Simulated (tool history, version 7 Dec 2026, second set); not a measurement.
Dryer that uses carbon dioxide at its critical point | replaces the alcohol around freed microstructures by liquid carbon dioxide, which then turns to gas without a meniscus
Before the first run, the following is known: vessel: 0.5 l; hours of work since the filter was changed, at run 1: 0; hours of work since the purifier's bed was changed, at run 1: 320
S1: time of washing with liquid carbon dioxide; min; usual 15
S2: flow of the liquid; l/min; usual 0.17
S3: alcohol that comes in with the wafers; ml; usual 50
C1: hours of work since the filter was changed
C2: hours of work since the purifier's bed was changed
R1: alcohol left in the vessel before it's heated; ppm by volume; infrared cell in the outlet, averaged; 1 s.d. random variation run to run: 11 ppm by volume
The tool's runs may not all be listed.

run,hour,S1,S2,S3,C1,C2,R1
1,0,15,0.17,50,0,320,683
2,45.7,22,0.17,50,35,355,107
3,70.6,15,0.17,36,54,374,567
4,117.1,15,0.17,93,90,410,1528
5,148,15,0.17,93,113,434,1640
6,192.3,15,0.17,93,147,468,1703
# hour 211.1: inlet filter changed
7,218.9,15,0.17,93,6,487,1309
8,261.9,15,0.223,50,39,520,187
9,311.3,15,0.223,50,77,558,197
10,343.8,15,0.223,50,102,583,217
11,380.6,15,0.223,50,130,611,222
12,417.4,15,0.223,50,158,639,236
# hour 422.6: inlet filter changed
13,453.1,15,0.184,50,23,666,504
14,477.3,15,0.17,31,42,684,497
15,519.6,15,0.11,50,74,717,4664
16,548.2,15,0.11,50,96,738,4715
17,594.4,15,0.17,50,132,774,917
18,625.7,15,0.17,50,156,798,973
# hour 634.1: inlet filter changed
19,668.8,15,0.17,50,27,830,773
20,716.8,11,0.17,50,63,867,2770
21,745.1,15,0.141,50,85,889,1984
22,776.7,9,0.17,50,109,913,5694
23,826,15,0.17,50,147,950,977
# hour 845.2: inlet filter changed
24,850.3,17,0.109,50,4,968,2988
25,876.6,17,0.109,50,24,988,3028
26,919.4,14,0.17,39,57,1021,908
27,949.9,14,0.17,39,80,1044,893
28,985.4,14,0.17,39,107,1072,956
29,1020.6,12,0.289,31,134,1099,157
30,1047.6,13,0.157,110,155,1119,5151
# hour 1054.7: inlet filter changed
# hour 1075.5: purifier's bed changed
31,1103,9,0.196,50,35,21,3238
32,1128.1,9,0.121,34,54,40,8642
33,1162,14,0.161,89,80,66,2523
34,1198.8,14,0.161,89,108,94,2684
35,1250.1,9,0.108,54,147,134,19089
# hour 1268: inlet filter changed
36,1296.5,14,0.125,54,22,168,3745
37,1339,13,0.245,38,54,201,157
38,1374.7,22,0.156,109,82,228,345
39,1418.9,24,0.17,78,115,262,91
40,1465.9,24,0.17,78,152,298,112
# hour 1477.6: inlet filter changed
41,1514,16,0.186,49,28,334,325
42,1560.7,22,0.122,97,64,370,1272
43,1586.7,15,0.238,54,84,390,137
44,1621.5,24,0.287,50,110,416,30
45,1652.2,9,0.287,33,134,440,507
# hour 1689: inlet filter changed
46,1704.9,9,0.287,33,12,480,399

Entry by entry between the runs, the difference in hidden state between the last listed run before and the first listed run after:
Between runs 6 and 7: inlet filter changed (hour 211.1)
  flow that reaches the vessel past the clogged filter, %: 93.6 -> 99.3; alcohol in the recycled carbon dioxide, ppm: 37 -> 38.3
  measured minus no-state result, R1: +487 -> +79 ppm by volume
Between runs 12 and 13: inlet filter changed (hour 422.6)
  flow that reaches the vessel past the clogged filter, %: 93.3 -> 98.8; alcohol in the recycled carbon dioxide, ppm: 48.1 -> 49.8
  measured minus no-state result, R1: +113 -> +72 ppm by volume
Between runs 18 and 19: inlet filter changed (hour 634.1)
  flow that reaches the vessel past the clogged filter, %: 93.5 -> 98.6; alcohol in the recycled carbon dioxide, ppm: 58.6 -> 60.7
  measured minus no-state result, R1: +311 -> +107 ppm by volume
Between runs 23 and 24: inlet filter changed (hour 845.2)
  flow that reaches the vessel past the clogged filter, %: 93.5 -> 99.5; alcohol in the recycled carbon dioxide, ppm: 67.9 -> 69
  measured minus no-state result, R1: +318 -> +121 ppm by volume
Between runs 30 and 31: inlet filter changed (hour 1054.7); purifier's bed changed (hour 1075.5)
  flow that reaches the vessel past the clogged filter, %: 93.5 -> 98; alcohol in the recycled carbon dioxide, ppm: 79.1 -> 7.8
  measured minus no-state result, R1: +1244 -> +226 ppm by volume
Between runs 35 and 36: inlet filter changed (hour 1268)
  flow that reaches the vessel past the clogged filter, %: 93.4 -> 99.1; alcohol in the recycled carbon dioxide, ppm: 14.9 -> 17.1
  measured minus no-state result, R1: +2238 -> +126 ppm by volume
Between runs 40 and 41: inlet filter changed (hour 1477.6)
  flow that reaches the vessel past the clogged filter, %: 93.7 -> 98.7; alcohol in the recycled carbon dioxide, ppm: 25.4 -> 27.8
  measured minus no-state result, R1: +54 -> +44 ppm by volume
Between runs 45 and 46: inlet filter changed (hour 1689)
  flow that reaches the vessel past the clogged filter, %: 94.5 -> 99.2; alcohol in the recycled carbon dioxide, ppm: 34.7 -> 36.9
  measured minus no-state result, R1: +148 -> +46 ppm by volume

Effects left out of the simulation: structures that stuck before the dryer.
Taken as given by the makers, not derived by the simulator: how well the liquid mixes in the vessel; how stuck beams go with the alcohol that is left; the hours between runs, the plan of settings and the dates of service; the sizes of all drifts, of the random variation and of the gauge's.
